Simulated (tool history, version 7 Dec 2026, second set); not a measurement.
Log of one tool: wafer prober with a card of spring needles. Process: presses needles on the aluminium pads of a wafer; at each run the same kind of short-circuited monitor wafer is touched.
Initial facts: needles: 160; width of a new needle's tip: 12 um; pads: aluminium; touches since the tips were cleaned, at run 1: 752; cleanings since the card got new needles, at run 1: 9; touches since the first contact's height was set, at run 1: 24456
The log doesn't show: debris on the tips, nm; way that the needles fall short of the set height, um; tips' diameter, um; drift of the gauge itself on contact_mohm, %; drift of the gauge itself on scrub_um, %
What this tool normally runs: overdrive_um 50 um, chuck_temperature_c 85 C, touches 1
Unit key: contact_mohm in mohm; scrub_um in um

run	day	overdrive_um	chuck_temperature_c	touches	touches since the tips were cleaned	cleanings since the card got new needles	touches since the first contact's height was set	contact_mohm	scrub_um
1	0.000	50	85	1	752	9	24456	124	14.02
# day 0.142: tips cleaned on abrasive film
# day 0.375: tips cleaned on abrasive film
# day 0.567: tips cleaned on abrasive film
# day 0.783: tips cleaned on abrasive film
2	0.783	50	85	1	0	13	33892	122	13.91
# day 1.017: tips cleaned on abrasive film
# day 1.254: tips cleaned on abrasive film
# day 1.442: tips cleaned on abrasive film
3	1.567	50	31	1	1552	16	43414	113	14.22
# day 1.667: tips cleaned on abrasive film
# day 1.900: tips cleaned on abrasive film
# day 2.133: tips cleaned on abrasive film
# day 2.371: tips cleaned on abrasive film
4	2.467	50	31	1	1187	20	54279	113	13.96
# day 2.562: tips cleaned on abrasive film
# day 2.796: tips cleaned on abrasive film
# day 3.033: tips cleaned on abrasive film
5	3.188	50	31	1	1894	23	62981	113	13.67
# day 3.238: tips cleaned on abrasive film
# day 3.471: tips cleaned on abrasive film
# day 3.708: tips cleaned on abrasive film
6	3.796	44	31	1	1107	26	70352	116	12.16
# day 3.938: tips cleaned on abrasive film
# day 4.175: tips cleaned on abrasive film
7	4.350	44	31	1	2151	28	77057	117	12.15
# day 4.400: tips cleaned on abrasive film
# day 4.633: tips cleaned on abrasive film
# day 4.867: tips cleaned on abrasive film
# day 5.104: tips cleaned on abrasive film
# day 5.338: tips cleaned on abrasive film
8	5.450	44	31	1	1363	33	90353	117	12.27
# day 5.546: tips cleaned on abrasive film
# day 5.733: tips cleaned on abrasive film
# day 5.971: tips cleaned on abrasive film
# day 6.158: tips cleaned on abrasive film
# day 6.396: tips cleaned on abrasive film
# day 6.408: height of the first contact set anew
9	6.412	44	31	1	72	38	72	117	12.27
# day 6.600: tips cleaned on abrasive film
# day 6.838: tips cleaned on abrasive film
# day 7.071: tips cleaned on abrasive film
10	7.233	44	31	1	1984	41	10024	115	12.10
# day 7.283: tips cleaned on abrasive film
# day 7.517: tips cleaned on abrasive film
# day 7.754: tips cleaned on abrasive film
# day 7.988: tips cleaned on abrasive film
11	7.992	50	107	1	51	45	19184	123	13.90
# day 8.183: tips cleaned on abrasive film
# day 8.417: tips cleaned on abrasive film
# day 8.650: tips cleaned on abrasive film
12	8.825	32	106	1	2128	48	29269	136	8.89
# day 8.875: tips cleaned on abrasive film
# day 9.108: tips cleaned on abrasive film
# day 9.346: tips cleaned on abrasive film
# day 9.579: tips cleaned on abrasive film
# day 9.817: tips cleaned on abrasive film
13	9.888	61	27	1	877	53	42101	109	17.11
# day 10.029: tips cleaned on abrasive film
# day 10.267: tips cleaned on abrasive film
# day 10.500: tips cleaned on abrasive film
# day 10.733: tips cleaned on abrasive film
# day 10.946: tips cleaned on abrasive film
14	10.946	36	74	1	0	58	54900	129	10.19
# day 11.138: tips cleaned on abrasive film
# day 11.371: tips cleaned on abrasive film
15	11.488	50	85	1	1430	60	61455	122	13.72
# day 11.583: tips cleaned on abrasive film
# day 11.821: tips cleaned on abrasive film
# day 12.054: tips cleaned on abrasive film
# day 12.288: tips cleaned on abrasive film
# day 12.521: tips cleaned on abrasive film
16	12.567	64	28	3	533	65	74470	109	17.83
# day 12.754: tips cleaned on abrasive film
# day 12.942: tips cleaned on abrasive film
# day 13.179: tips cleaned on abrasive film
# day 13.412: tips cleaned on abrasive film
# day 13.646: tips cleaned on abrasive film
17	13.646	43	91	1	14	70	87554	124	12.07
# day 13.879: tips cleaned on abrasive film
# day 14.117: tips cleaned on abrasive film
# day 14.304: tips cleaned on abrasive film
# day 14.542: tips cleaned on abrasive film
18	14.608	61	107	1	853	74	99200	121	17.10
# day 14.754: tips cleaned on abrasive film
# day 14.812: height of the first contact set anew
# day 15.000: tips cleaned on abrasive film
# day 15.238: tips cleaned on abrasive film
19	15.325	50	65	1	1085	77	6209	119	14.01
# day 15.467: tips cleaned on abrasive film
# day 15.700: tips cleaned on abrasive film
# day 15.938: tips cleaned on abrasive film
# day 16.171: tips cleaned on abrasive film
# day 16.367: tips cleaned on abrasive film
20	16.367	50	93	1	0	82	18799	123	13.91
# day 16.554: tips cleaned on abrasive film
# day 16.792: tips cleaned on abrasive film
21	16.854	50	93	1	809	84	24718	123	13.83

Predict each of these 3 candidate next runs independently; none follows another, all start after run 21:
# day 17.000: tips cleaned on abrasive film
# day 17.188: tips cleaned on abrasive film
A	17.312	50	32	2	1567	86	30271	?	?
# day 17.000: tips cleaned on abrasive film
# day 17.188: tips cleaned on abrasive film
B	17.312	51	85	1	1567	86	30271	?	?
# day 17.000: tips cleaned on abrasive film
# day 17.188: tips cleaned on abrasive film
C	17.312	50	93	3	1567	86	30271	?	?

run	contact_mohm	scrub_um
A	113	13.81
B	122	14.34
C	123	13.83
With no hidden state in the tool, these same runs would have given:
run	contact_mohm	scrub_um
A	113	13.81
B	122	14.34
C	123	13.83
